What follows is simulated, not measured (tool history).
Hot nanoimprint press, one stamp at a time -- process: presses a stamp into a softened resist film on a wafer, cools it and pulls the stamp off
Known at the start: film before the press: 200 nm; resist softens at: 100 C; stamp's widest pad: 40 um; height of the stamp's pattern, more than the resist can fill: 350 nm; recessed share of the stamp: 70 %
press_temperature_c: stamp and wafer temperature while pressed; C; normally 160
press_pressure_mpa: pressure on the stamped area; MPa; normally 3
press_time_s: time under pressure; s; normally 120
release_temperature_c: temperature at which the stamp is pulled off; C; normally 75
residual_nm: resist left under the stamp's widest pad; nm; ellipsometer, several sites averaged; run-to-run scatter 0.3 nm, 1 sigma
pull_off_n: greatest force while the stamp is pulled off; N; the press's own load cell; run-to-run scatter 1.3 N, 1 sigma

Run 1, hour 0: usual settings. Result: residual_nm 67 nm, pull_off_n 153 N.
Run 2, hour 17.9: usual settings but press_temperature_c 164 C. Result: residual_nm 53 nm, pull_off_n 155 N.
Run 3, hour 33.6: usual settings but press_temperature_c 164 C. Result: residual_nm 52.7 nm, pull_off_n 152 N.
Run 4, hour 55.9: usual settings but press_temperature_c 164 C. Result: residual_nm 52.4 nm, pull_off_n 155 N.
At hour 73.4: stamp cleaned and given a new release coat.
Run 5, hour 75.3: usual settings but press_temperature_c 164 C. Result: residual_nm 52.7 nm, pull_off_n 128 N.
Run 6, hour 87.6: usual settings but press_temperature_c 164 C. Result: residual_nm 52.6 nm, pull_off_n 131 N.
Run 7, hour 101.3: usual settings but press_temperature_c 164 C. Result: residual_nm 53.1 nm, pull_off_n 133 N.
Run 8, hour 118.3: usual settings. Result: residual_nm 65.8 nm, pull_off_n 131 N.
At hour 123.4: plate thermocouple calibrated.
Run 9, hour 136.9: usual settings. Result: residual_nm 62.4 nm, pull_off_n 129 N.
Run 10, hour 154.7: usual settings but press_temperature_c 158 C. Result: residual_nm 69.9 nm, pull_off_n 130 N.
At hour 160.7: plate thermocouple calibrated, once more.
Run 11, hour 174.5: usual settings but press_temperature_c 158 C. Result: residual_nm 84 nm, pull_off_n 142 N.
Run 12, hour 185.8: usual settings but release_temperature_c 61 C. Result: residual_nm 74.4 nm, pull_off_n 199 N.
Run 13, hour 203.6: usual settings. Result: residual_nm 74.4 nm, pull_off_n 143 N.
Run 14, hour 221.9: usual settings. Result: residual_nm 74.2 nm, pull_off_n 146 N.
Run 15, hour 235.9: usual settings. Result: residual_nm 73.8 nm, pull_off_n 147 N.
Run 16, hour 255.4: usual settings. Result: residual_nm 73.8 nm, pull_off_n 146 N.
Run 17, hour 274.2: usual settings but press_pressure_mpa 3.78 MPa. Result: residual_nm 65.7 nm, pull_off_n 147 N.
Run 18, hour 288.8: usual settings but press_temperature_c 165 C, press_pressure_mpa 3.78 MPa, press_time_s 137 s. Result: residual_nm 46.1 nm, pull_off_n 151 N.
Run 19, hour 299.4: usual settings but press_pressure_mpa 4.51 MPa, press_time_s 100 s, release_temperature_c 69 C. Result: residual_nm 65.4 nm, pull_off_n 172 N.
Run 20, hour 319.6: usual settings but press_temperature_c 166 C, press_pressure_mpa 1.99 MPa, release_temperature_c 76 C. Result: residual_nm 62.4 nm, pull_off_n 147 N.
Run 21, hour 340.1: usual settings but press_temperature_c 166 C, press_pressure_mpa 1.99 MPa, release_temperature_c 76 C. Result: residual_nm 61.6 nm, pull_off_n 146 N.
Run 22, hour 349.9: usual settings but press_temperature_c 166 C, press_pressure_mpa 1.99 MPa, release_temperature_c 76 C. Result: residual_nm 62.5 nm, pull_off_n 149 N.
Run 23, hour 367.4: usual settings but press_temperature_c 166 C, press_pressure_mpa 3.03 MPa, release_temperature_c 79 C. Result: residual_nm 50.3 nm, pull_off_n 137 N.
Run 24, hour 378.5: usual settings but release_temperature_c 70 C. Result: residual_nm 72.1 nm, pull_off_n 174 N.
Run 25, hour 393.9: usual settings but press_temperature_c 163 C, press_time_s 98 s, release_temperature_c 69 C. Result: residual_nm 65.9 nm, pull_off_n 181 N.
Run 26, hour 409.4: usual settings but release_temperature_c 78 C. Result: residual_nm 71.9 nm, pull_off_n 142 N.
Run 27, hour 427.4: usual settings but press_pressure_mpa 3.18 MPa, press_time_s 196 s, release_temperature_c 71 C. Result: residual_nm 56.4 nm, pull_off_n 171 N.
Run 28, hour 447.8: usual settings but press_pressure_mpa 3.18 MPa, press_time_s 196 s, release_temperature_c 71 C. Result: residual_nm 57.1 nm, pull_off_n 173 N.
Run 29, hour 464.9: usual settings but press_temperature_c 169 C, press_pressure_mpa 2.18 MPa, press_time_s 196 s, release_temperature_c 63 C. Result: residual_nm 40 nm, pull_off_n 215 N.
Run 30, hour 480.1: usual settings but press_temperature_c 155 C, press_pressure_mpa 2.55 MPa, release_temperature_c 66 C. Result: residual_nm 101.4 nm, pull_off_n 195 N.

Measured result minus the same run's result without the hidden state. Both carry the same run-to-run variation, though not necessarily the same gauge scatter:
Hidden conditions of the tool in this case: true temperature over the reading, C; pressure that arrives at the usual setting, %; grip of the stamp's worn release coat, % over a new coat's; drift of the gauge itself on residual_nm, %; drift of the gauge itself on pull_off_n, %.
run  residual_nm  pull_off_n
  1         -5.4         +16
  2         -4.3         +17
  3         -4.4         +18
  4         -4.5         +19
  5         -4.6          -6
  6         -4.7          -6
  7         -4.8          -5
  8         -6.5          -4
  9        -10.1          -6
 10        -11.6          -6
 11         +2.4          +6
 12           +2         +10
 13         +1.8          +8
 14         +1.6          +9
 15         +1.5         +10
 16         +1.2         +11
 17         +1.2         +12
 18         +0.8         +13
 19         +1.3         +16
 20         +0.1         +14
 21         -0.1         +15
 22         -0.2         +16
 23           +0         +15
 24         -0.2         +20
 25         -0.3         +22
 26         -0.6         +17
 27         -0.5         +22
 28         -0.7         +23
 29         -0.8         +31
 30         -2.3         +28
